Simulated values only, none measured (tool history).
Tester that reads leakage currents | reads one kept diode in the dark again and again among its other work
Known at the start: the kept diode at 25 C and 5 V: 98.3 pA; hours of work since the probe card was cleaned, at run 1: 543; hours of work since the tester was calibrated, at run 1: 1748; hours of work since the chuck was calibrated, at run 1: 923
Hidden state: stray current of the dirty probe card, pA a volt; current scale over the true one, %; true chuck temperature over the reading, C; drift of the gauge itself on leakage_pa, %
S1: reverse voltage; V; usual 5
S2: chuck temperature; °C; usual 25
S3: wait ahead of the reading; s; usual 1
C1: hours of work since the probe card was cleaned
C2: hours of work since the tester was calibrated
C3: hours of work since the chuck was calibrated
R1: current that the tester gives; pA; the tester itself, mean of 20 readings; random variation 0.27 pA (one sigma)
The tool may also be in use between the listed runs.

run	day	S1	S2	S3	C1	C2	C3	R1
1	0	5	25	1	543	1748	923	99.17
2	4.333	5	25	1	597	1803	977	98.95
3	11.538	4.56	25	1	687	1893	1067	93.59
4	16.671	4.56	25	1	751	1957	1131	93.94
5	23.746	4.56	25	1	840	2045	1220	93.47
6	32.7	5	22	1	952	2157	1332	78.93
7	38.538	5	22	1	1025	2230	1405	79.19
8	42.954	1.14	25	1	1080	2286	1460	42.36
9	52.333	1.14	25	1	1197	2403	1577	42.63
# day 53.288: probe card cleaned and baked
10	56.333	1.14	25	1	38	2451	1626	41.06
11	62.542	1.14	25	1	116	2529	1703	40.92

Forecast each of these 3 alternatives for the next run:
A	67.096	5	25	0.9	173	2586	1760	?
B	67.096	3.56	48	2.32	173	2586	1760	?
C	67.096	3.27	25	4.7	173	2586	1760	?

run	R1
A	93.1
B	417.87
C	73.61
Without the tool's hidden state the same runs would have given:
run	R1
A	98.9
B	443.6
C	78.35
